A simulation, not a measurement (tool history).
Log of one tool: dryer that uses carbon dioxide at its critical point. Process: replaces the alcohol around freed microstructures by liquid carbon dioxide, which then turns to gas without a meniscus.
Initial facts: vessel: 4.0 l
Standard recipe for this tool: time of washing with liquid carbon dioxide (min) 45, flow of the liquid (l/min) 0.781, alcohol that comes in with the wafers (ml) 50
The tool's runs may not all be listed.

| run | hour | time of washing with liquid carbon dioxide (min) | flow of the liquid (l/min) | alcohol that comes in with the wafers (ml) | alcohol left in the vessel before it's heated (ppm by volume) |
|---|---|---|---|---|---|
| 1 | 0.0 | 45 | 0.781 | 50 | 97 |
| 2 | 39.6 | 46 | 0.781 | 50 | 105 |
| 3 | 74.2 | 46 | 0.781 | 50 | 101 |
| 4 | 112.8 | 46 | 0.781 | 50 | 102 |
| 5 | 151.8 | 45 | 0.781 | 50 | 110 |
| 6 | 190.9 | 45 | 0.489 | 50 | 279 |
| 7 | 231.1 | 45 | 0.724 | 50 | 121 |
| 8 | 272.5 | 61 | 0.676 | 50 | 106 |
| 9 | 312.3 | 70 | 0.781 | 50 | 97 |
| 10 | 343.0 | 70 | 0.781 | 50 | 119 |

Below are 4 alternative next runs, each starting from the tool's condition after run 10. Predict each:
|  | 347.8 | inlet filter changed |
| A | 378.4 | 32 | 0.768 | 51 | ? |
|  | 347.8 | inlet filter changed |
| B | 378.4 | 52 | 0.494 | 37 | ? |
|  | 347.8 | inlet filter changed |
| C | 378.4 | 70 | 1.180 | 52 | ? |
|  | 347.8 | inlet filter changed |
| D | 378.4 | 45 | 0.697 | 86 | ? |

| run | alcohol left in the vessel before it's heated (ppm by volume) |
|---|---|
| A | 207 |
| B | 161 |
| C | 120 |
| D | 155 |
With no hidden state in the tool, these same runs would have given:
| run | alcohol left in the vessel before it's heated (ppm by volume) |
|---|---|
| A | 99 |
| B | 53 |
| C | 12 |
| D | 47 |

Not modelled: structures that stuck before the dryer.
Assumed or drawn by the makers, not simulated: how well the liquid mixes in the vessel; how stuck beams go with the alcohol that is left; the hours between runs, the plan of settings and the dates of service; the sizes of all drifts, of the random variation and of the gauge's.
